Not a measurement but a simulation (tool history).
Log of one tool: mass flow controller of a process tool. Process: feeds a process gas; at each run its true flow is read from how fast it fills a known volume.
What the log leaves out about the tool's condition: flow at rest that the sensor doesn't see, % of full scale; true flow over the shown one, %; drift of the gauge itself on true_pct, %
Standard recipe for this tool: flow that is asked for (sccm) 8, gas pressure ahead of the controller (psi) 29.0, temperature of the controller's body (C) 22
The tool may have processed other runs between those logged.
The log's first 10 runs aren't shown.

run,hour,flow that is asked for (sccm),gas pressure ahead of the controller (psi),temperature of the controller's body (C),hours of work since the controller was set to zero,hours of work since the controller was changed,true flow (%)
11,2867.4,8,29.0,22,2879,2879,97.96
12,3222.6,5,29.0,22,3089,3089,97.75
13,3648.8,5,29.0,22,3340,3340,97.63
14,4019.9,8,33.6,22,3560,3560,98.07
15,4460.4,8,33.6,22,3820,3820,97.97
16,4798.5,8,33.6,22,4020,4020,97.85
17,5029.8,8,33.6,22,4157,4157,97.99
18,5350.6,10,38.3,30,4346,4346,99.06
19,5607.7,10,36.7,33,4498,4498,99.43

Run 20 comes next. What will it give?
20,6020.5,2,27.6,36,4742,4742,?

For run 20 the tool returned true flow (%) 98.72.
Without the tool's hidden state the same run would have given true flow (%) 98.74.
